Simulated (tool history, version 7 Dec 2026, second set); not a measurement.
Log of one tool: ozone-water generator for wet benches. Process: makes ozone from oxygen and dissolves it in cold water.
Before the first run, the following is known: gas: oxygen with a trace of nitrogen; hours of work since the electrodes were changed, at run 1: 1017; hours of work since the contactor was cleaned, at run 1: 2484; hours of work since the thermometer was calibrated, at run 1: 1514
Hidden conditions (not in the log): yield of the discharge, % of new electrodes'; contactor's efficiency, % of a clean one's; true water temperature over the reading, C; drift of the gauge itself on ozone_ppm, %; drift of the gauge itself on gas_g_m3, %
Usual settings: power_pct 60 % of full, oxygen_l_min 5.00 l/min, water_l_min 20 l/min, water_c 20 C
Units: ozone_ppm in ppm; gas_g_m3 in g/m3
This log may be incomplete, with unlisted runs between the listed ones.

run,hour,power_pct,oxygen_l_min,water_l_min,water_c,hours of work since the electrodes were changed,hours of work since the contactor was cleaned,hours of work since the thermometer was calibrated,ozone_ppm,gas_g_m3
1,0.0,60,5.00,20,20,1017,2484,1514,15.3,137.5
2,50.8,60,5.00,20,20,1052,2520,1549,15.0,136.8
3,101.9,60,5.00,20,20,1088,2556,1585,15.1,136.7
4,139.6,60,5.00,20,20,1115,2582,1612,15.2,137.5
5,172.1,60,5.00,30,20,1138,2605,1634,11.3,136.7
6,207.1,60,5.00,30,20,1162,2629,1659,11.1,136.5
7,277.8,60,5.00,20,27,1212,2679,1709,13.3,138.1
8,312.1,60,5.00,20,27,1236,2703,1733,13.6,135.8
9,374.4,60,5.00,20,27,1280,2747,1776,13.5,137.0
# hour 410.5: contactor cleaned
10,418.3,60,5.00,20,15,1308,5,1804,16.3,136.1
11,450.0,60,5.00,20,20,1330,28,1827,15.4,137.0
12,513.9,60,5.00,20,20,1375,73,1872,15.2,135.4
13,552.4,60,5.00,20,20,1402,100,1899,15.4,136.5
14,612.7,60,5.00,20,20,1444,142,1941,15.1,135.5
15,660.8,60,5.00,20,20,1478,176,1975,15.1,138.2
16,697.8,60,5.00,21,20,1504,202,2001,14.8,136.7
17,768.4,98,2.61,13,20,1553,251,2050,27.4,264.4
18,829.1,66,5.91,13,20,1596,294,2093,20.1,129.0
19,872.3,66,5.91,13,20,1626,324,2123,19.8,128.9
20,928.1,77,3.91,13,23,1666,363,2162,22.2,180.5
21,1000.2,77,3.91,13,23,1716,414,2213,21.9,179.0
22,1031.5,63,3.14,13,23,1738,436,2235,20.7,188.6
23,1086.6,63,6.07,13,17,1777,475,2274,20.2,124.3
24,1133.0,41,6.07,12,17,1809,507,2306,17.2,99.7
25,1200.0,60,4.10,20,28,1856,554,2353,13.8,154.6
26,1237.5,76,6.23,20,28,1883,581,2380,14.7,134.1
27,1273.0,86,5.00,20,16,1908,606,2404,19.1,164.7
28,1319.8,80,5.00,20,16,1941,638,2437,18.7,159.4
29,1393.1,80,5.00,20,16,1992,690,2489,18.7,156.8
30,1445.4,80,5.00,20,16,2029,727,2525,18.7,157.5
31,1478.0,80,5.00,20,16,2052,749,2548,18.5,159.1

Forecast each of these 4 alternatives for the next run:
A,1517.5,93,4.30,20,18,2079,777,2576,?,?
B,1517.5,42,5.00,20,20,2079,777,2576,?,?
C,1517.5,67,5.00,31,22,2079,777,2576,?,?
D,1517.5,86,7.90,20,20,2079,777,2576,?,?

run,ozone_ppm,gas_g_m3
A,19.7,188.6
B,12.6,113.7
C,11.5,144.4
D,17.2,122.5
Without the tool's hidden state the same runs would have given:
run,ozone_ppm,gas_g_m3
A,19.7,188.9
B,12.6,113.8
C,11.5,144.6
D,17.2,122.7
